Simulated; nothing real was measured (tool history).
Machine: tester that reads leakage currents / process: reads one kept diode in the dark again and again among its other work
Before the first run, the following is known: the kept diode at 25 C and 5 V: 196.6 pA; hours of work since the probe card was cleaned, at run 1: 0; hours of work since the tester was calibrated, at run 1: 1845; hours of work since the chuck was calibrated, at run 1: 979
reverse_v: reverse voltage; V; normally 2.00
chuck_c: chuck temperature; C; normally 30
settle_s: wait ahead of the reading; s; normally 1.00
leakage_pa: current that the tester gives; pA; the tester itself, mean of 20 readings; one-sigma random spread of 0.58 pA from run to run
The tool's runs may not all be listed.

run,day,reverse_v,chuck_c,settle_s,hours of work since the probe card was cleaned,hours of work since the tester was calibrated,hours of work since the chuck was calibrated,leakage_pa
1,0.000,2.00,30,1.00,0,1845,979,180.59
2,5.171,2.00,30,1.00,72,1917,1051,178.95
3,11.421,2.00,30,1.00,159,2004,1138,177.12
4,14.262,2.00,30,1.00,198,2044,1177,177.72
5,20.292,2.00,30,1.00,282,2127,1261,175.35
6,23.546,2.00,30,1.00,327,2173,1306,174.39
7,28.292,2.00,30,1.00,393,2239,1372,173.96
8,32.638,2.00,30,1.00,454,2299,1433,172.11
9,38.529,2.00,30,1.00,536,2381,1515,171.20
# day 43.383: chuck's temperature calibrated
10,43.938,2.00,30,1.00,610,2455,8,196.20
11,49.450,2.00,30,1.00,686,2532,84,195.97
12,54.846,2.00,30,1.00,762,2607,159,193.30
13,60.708,2.00,30,1.00,843,2688,241,193.03
14,64.929,2.00,30,1.00,902,2747,300,190.01
15,68.438,2.00,30,1.00,950,2796,348,190.32
16,74.333,2.00,30,1.14,1033,2878,430,188.78
17,78.075,2.20,30,1.00,1085,2930,482,196.26
18,80.771,2.20,30,1.00,1122,2967,520,195.70
19,86.571,2.00,30,1.00,1203,3048,601,185.62
20,90.708,2.00,30,1.00,1260,3105,658,185.46
21,97.112,3.01,55,1.00,1349,3195,747,1678.05
22,102.121,4.30,23,1.00,1419,3264,817,145.69
23,105.808,4.30,23,1.00,1470,3315,868,145.07
24,110.179,2.09,59,1.00,1531,3376,929,1851.02
25,113.425,3.64,30,0.31,1576,3421,974,247.04
26,116.321,7.42,26,0.95,1616,3462,1014,245.00
27,119.538,6.34,31,1.84,1661,3506,1059,349.63
28,123.888,6.34,31,1.84,1722,3567,1119,347.32
29,129.904,7.39,59,1.00,1805,3650,1203,3401.91
30,133.912,2.00,57,0.90,1861,3706,1259,1519.91
31,139.750,2.00,57,0.90,1942,3787,1340,1512.31
32,145.708,2.00,57,0.90,2025,3870,1423,1498.04
33,151.196,2.00,57,0.90,2101,3947,1499,1494.08
# day 157.158: chuck's temperature calibrated
34,157.588,2.18,27,1.00,2189,4034,6,158.75
35,161.438,5.43,25,0.44,2243,4088,60,214.89
36,164.342,5.43,25,0.44,2283,4128,100,214.33
37,168.812,5.43,25,0.44,2345,4190,162,213.26
38,174.188,10.15,23,1.03,2420,4265,237,242.51
39,178.088,2.00,30,0.31,2474,4319,291,192.90
40,182.788,2.00,30,0.31,2539,4385,356,192.04

Alternative continuations, all from the tool just after run 40; predict every row:
A,186.221,1.19,30,0.36,2587,4432,404,?
B,186.221,2.00,30,1.16,2587,4432,404,?
C,186.221,2.00,30,2.54,2587,4432,404,?

run,leakage_pa
A,147.51
B,190.09
C,189.23
Stripped of hidden state, with their random variation kept, the same runs would have yielded:
run,leakage_pa
A,150.67
B,193.81
C,192.95

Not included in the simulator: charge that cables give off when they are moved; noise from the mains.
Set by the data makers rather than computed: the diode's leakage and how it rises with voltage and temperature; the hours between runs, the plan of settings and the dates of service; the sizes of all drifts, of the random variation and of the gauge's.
